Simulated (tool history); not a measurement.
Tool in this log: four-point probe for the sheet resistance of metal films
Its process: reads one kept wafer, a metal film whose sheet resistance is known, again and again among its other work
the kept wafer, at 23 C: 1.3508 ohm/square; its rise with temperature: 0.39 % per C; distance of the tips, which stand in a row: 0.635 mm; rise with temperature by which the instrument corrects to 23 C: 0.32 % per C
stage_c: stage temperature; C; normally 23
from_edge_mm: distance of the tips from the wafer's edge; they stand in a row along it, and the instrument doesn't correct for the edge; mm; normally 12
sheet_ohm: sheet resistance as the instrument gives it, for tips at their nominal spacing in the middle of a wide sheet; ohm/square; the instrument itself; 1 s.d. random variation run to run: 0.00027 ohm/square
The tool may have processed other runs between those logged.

{"run": 1, "hour": 0.0, "stage_c": 23, "from_edge_mm": 12, "sheet_ohm": 1.352801}
{"run": 2, "hour": 92.9, "stage_c": 22, "from_edge_mm": 12, "sheet_ohm": 1.352019}
{"run": 3, "hour": 217.2, "stage_c": 23, "from_edge_mm": 12, "sheet_ohm": 1.353706}
{"run": 4, "hour": 332.5, "stage_c": 23, "from_edge_mm": 35, "sheet_ohm": 1.351691}
{"run": 5, "hour": 387.3, "stage_c": 23, "from_edge_mm": 12, "sheet_ohm": 1.353532}
{"run": 6, "hour": 503.0, "stage_c": 23, "from_edge_mm": 12, "sheet_ohm": 1.353598}
{"run": 7, "hour": 555.0, "stage_c": 23, "from_edge_mm": 12, "sheet_ohm": 1.353763}
{"run": 8, "hour": 620.9, "stage_c": 23, "from_edge_mm": 12, "sheet_ohm": 1.353369}
{"hour": 725.8, "done": "new probe head fitted"}
{"run": 9, "hour": 733.8, "stage_c": 23, "from_edge_mm": 12, "sheet_ohm": 1.350591}
{"run": 10, "hour": 785.4, "stage_c": 23, "from_edge_mm": 12, "sheet_ohm": 1.351053}
{"run": 11, "hour": 894.6, "stage_c": 23, "from_edge_mm": 12, "sheet_ohm": 1.351505}
{"run": 12, "hour": 987.6, "stage_c": 28, "from_edge_mm": 12, "sheet_ohm": 1.35576}
{"run": 13, "hour": 1092.6, "stage_c": 24, "from_edge_mm": 12, "sheet_ohm": 1.352156}
{"run": 14, "hour": 1175.5, "stage_c": 24, "from_edge_mm": 62, "sheet_ohm": 1.350958}
{"run": 15, "hour": 1277.9, "stage_c": 32, "from_edge_mm": 62, "sheet_ohm": 1.357796}
{"run": 16, "hour": 1333.3, "stage_c": 23, "from_edge_mm": 12, "sheet_ohm": 1.351799}
{"run": 17, "hour": 1401.5, "stage_c": 23, "from_edge_mm": 12, "sheet_ohm": 1.351461}
{"run": 18, "hour": 1457.6, "stage_c": 23, "from_edge_mm": 12, "sheet_ohm": 1.352154}
{"run": 19, "hour": 1510.1, "stage_c": 26, "from_edge_mm": 8, "sheet_ohm": 1.357427}
{"run": 20, "hour": 1599.1, "stage_c": 26, "from_edge_mm": 8, "sheet_ohm": 1.357803}
{"run": 21, "hour": 1658.1, "stage_c": 26, "from_edge_mm": 8, "sheet_ohm": 1.356865}
{"run": 22, "hour": 1719.7, "stage_c": 32, "from_edge_mm": 30, "sheet_ohm": 1.358673}
{"run": 23, "hour": 1827.5, "stage_c": 20, "from_edge_mm": 44, "sheet_ohm": 1.34863}
{"run": 24, "hour": 1882.7, "stage_c": 27, "from_edge_mm": 17, "sheet_ohm": 1.355351}
{"run": 25, "hour": 1984.4, "stage_c": 34, "from_edge_mm": 40, "sheet_ohm": 1.359742}
{"run": 26, "hour": 2072.2, "stage_c": 24, "from_edge_mm": 5, "sheet_ohm": 1.362936}
{"run": 27, "hour": 2131.4, "stage_c": 19, "from_edge_mm": 4, "sheet_ohm": 1.365029}
{"run": 28, "hour": 2202.0, "stage_c": 22, "from_edge_mm": 7, "sheet_ohm": 1.356031}
{"run": 29, "hour": 2330.3, "stage_c": 20, "from_edge_mm": 42, "sheet_ohm": 1.348702}
{"run": 30, "hour": 2457.5, "stage_c": 20, "from_edge_mm": 42, "sheet_ohm": 1.348963}
{"run": 31, "hour": 2515.7, "stage_c": 23, "from_edge_mm": 42, "sheet_ohm": 1.351426}
{"hour": 2557.3, "done": "stage's thermometer calibrated"}
{"run": 32, "hour": 2618.1, "stage_c": 23, "from_edge_mm": 4, "sheet_ohm": 1.367841}
{"run": 33, "hour": 2684.1, "stage_c": 32, "from_edge_mm": 25, "sheet_ohm": 1.358132}
{"run": 34, "hour": 2783.1, "stage_c": 30, "from_edge_mm": 8, "sheet_ohm": 1.360858}
{"run": 35, "hour": 2848.9, "stage_c": 26, "from_edge_mm": 39, "sheet_ohm": 1.353306}

Below are 3 alternative next runs, each starting from the tool's condition after run 35. Predict each:
{"run": "A", "hour": 2926.1, "stage_c": 26, "from_edge_mm": 7, "sheet_ohm": "?"}
{"run": "B", "hour": 2926.1, "stage_c": 31, "from_edge_mm": 45, "sheet_ohm": "?"}
{"run": "C", "hour": 2926.1, "stage_c": 22, "from_edge_mm": 21, "sheet_ohm": "?"}

run=A sheet_ohm=1.35869
run=B sheet_ohm=1.357785
run=C sheet_ohm=1.349974
With the hidden condition removed and each run's random variation left untouched, the same runs would have given:
run=A sheet_ohm=1.359075
run=B sheet_ohm=1.358169
run=C sheet_ohm=1.350357

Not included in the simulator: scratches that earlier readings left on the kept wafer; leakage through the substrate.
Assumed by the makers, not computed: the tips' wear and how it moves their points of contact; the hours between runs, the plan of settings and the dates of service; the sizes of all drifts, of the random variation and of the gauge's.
